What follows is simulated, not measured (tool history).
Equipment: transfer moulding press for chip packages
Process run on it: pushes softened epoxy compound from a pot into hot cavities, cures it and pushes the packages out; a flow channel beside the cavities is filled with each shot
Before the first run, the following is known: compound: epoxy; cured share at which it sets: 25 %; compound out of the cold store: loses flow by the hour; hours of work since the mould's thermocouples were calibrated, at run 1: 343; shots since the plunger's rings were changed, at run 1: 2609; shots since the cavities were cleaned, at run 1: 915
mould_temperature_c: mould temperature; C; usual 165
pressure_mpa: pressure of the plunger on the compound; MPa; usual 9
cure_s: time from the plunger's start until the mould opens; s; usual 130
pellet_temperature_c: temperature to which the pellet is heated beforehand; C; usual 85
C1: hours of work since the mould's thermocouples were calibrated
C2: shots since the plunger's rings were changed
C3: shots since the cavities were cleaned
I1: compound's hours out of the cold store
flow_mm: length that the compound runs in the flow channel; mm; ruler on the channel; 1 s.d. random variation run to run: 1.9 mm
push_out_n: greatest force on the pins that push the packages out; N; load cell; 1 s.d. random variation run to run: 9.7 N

Run 1, hour 0: usual settings; C1 343; C2 2609; C3 915; I1 26.8. Result: flow_mm 655 mm, push_out_n 627 N.
At hour 15.2: cavities cleaned with cleaning compound and waxed.
Run 2, hour 24.8: usual settings; C1 358; C2 2817; C3 85; I1 10. Result: flow_mm 727 mm, push_out_n 484 N.
Run 3, hour 46.3: usual settings but mould_temperature_c 168 C; C1 372; C2 3010; C3 278; I1 43.8. Result: flow_mm 572 mm, push_out_n 520 N.
Run 4, hour 66.9: usual settings but mould_temperature_c 168 C; C1 386; C2 3195; C3 463; I1 32.9. Result: flow_mm 615 mm, push_out_n 579 N.
Run 5, hour 85.2: usual settings but mould_temperature_c 159 C; C1 398; C2 3358; C3 626; I1 46.5. Result: flow_mm 587 mm, push_out_n 703 N.
Run 6, hour 99.9: usual settings but mould_temperature_c 159 C; C1 407; C2 3490; C3 758; I1 23.4. Result: flow_mm 683 mm, push_out_n 768 N.
Run 7, hour 114.7: usual settings but mould_temperature_c 159 C; C1 417; C2 3622; C3 890; I1 10.2. Result: flow_mm 739 mm, push_out_n 778 N.
Run 8, hour 128: usual settings but mould_temperature_c 163 C, pressure_mpa 8.59 MPa; C1 426; C2 3741; C3 1009; I1 28.7. Result: flow_mm 626 mm, push_out_n 681 N.
At hour 133.2: cavities cleaned with cleaning compound and waxed.
Run 9, hour 152.8: usual settings but mould_temperature_c 163 C, pressure_mpa 8.59 MPa; C1 441; C2 3950; C3 176; I1 21.2. Result: flow_mm 654 mm, push_out_n 546 N.
At hour 156.4: plunger's sealing rings changed.
Run 10, hour 166.8: usual settings but mould_temperature_c 169 C, pressure_mpa 7.98 MPa, cure_s 166 s, pellet_temperature_c 86 C; C1 448; C2 94; C3 279; I1 42.7. Result: flow_mm 565 mm, push_out_n 515 N.
Run 11, hour 176.9: usual settings but mould_temperature_c 169 C, pressure_mpa 7.98 MPa, cure_s 166 s, pellet_temperature_c 86 C; C1 455; C2 184; C3 369; I1 10. Result: flow_mm 694 mm, push_out_n 548 N.
Run 12, hour 187.8: usual settings but pellet_temperature_c 93 C; C1 462; C2 281; C3 466; I1 16.5. Result: flow_mm 720 mm, push_out_n 586 N.
Run 13, hour 207.3: usual settings but mould_temperature_c 162 C, pressure_mpa 9.35 MPa, cure_s 141 s, pellet_temperature_c 93 C; C1 475; C2 457; C3 642; I1 46.4. Result: flow_mm 615 mm, push_out_n 637 N.

Forecast each of these 5 alternatives for the next run:
Run A, hour 225.6: usual settings but mould_temperature_c 162 C, pressure_mpa 8.38 MPa, cure_s 147 s, pellet_temperature_c 83 C; C1 487; C2 620; C3 805; I1 29.8. Result: flow_mm ?, push_out_n ?.
Run B, hour 225.6: usual settings but mould_temperature_c 171 C, pressure_mpa 9.35 MPa, cure_s 145 s, pellet_temperature_c 86 C; C1 487; C2 620; C3 805; I1 14.4. Result: flow_mm ?, push_out_n ?.
Run C, hour 225.6: usual settings but cure_s 148 s; C1 487; C2 620; C3 805; I1 22.7. Result: flow_mm ?, push_out_n ?.
Run D, hour 225.6: usual settings but mould_temperature_c 172 C, pressure_mpa 9.69 MPa; C1 487; C2 620; C3 805; I1 17.7. Result: flow_mm ?, push_out_n ?.
Run E, hour 225.6: usual settings but mould_temperature_c 162 C, pressure_mpa 7.68 MPa, cure_s 123 s, pellet_temperature_c 84 C; C1 487; C2 620; C3 805; I1 17. Result: flow_mm ?, push_out_n ?.

run  flow_mm  push_out_n
  A      648         610
  B      720         601
  C      691         590
  D      715         617
  E      672         734
With the hidden condition removed and each run's random variation left untouched, the same runs would have given:
run  flow_mm  push_out_n
  A      655         421
  B      728         411
  C      698         404
  D      722         422
  E      679         513

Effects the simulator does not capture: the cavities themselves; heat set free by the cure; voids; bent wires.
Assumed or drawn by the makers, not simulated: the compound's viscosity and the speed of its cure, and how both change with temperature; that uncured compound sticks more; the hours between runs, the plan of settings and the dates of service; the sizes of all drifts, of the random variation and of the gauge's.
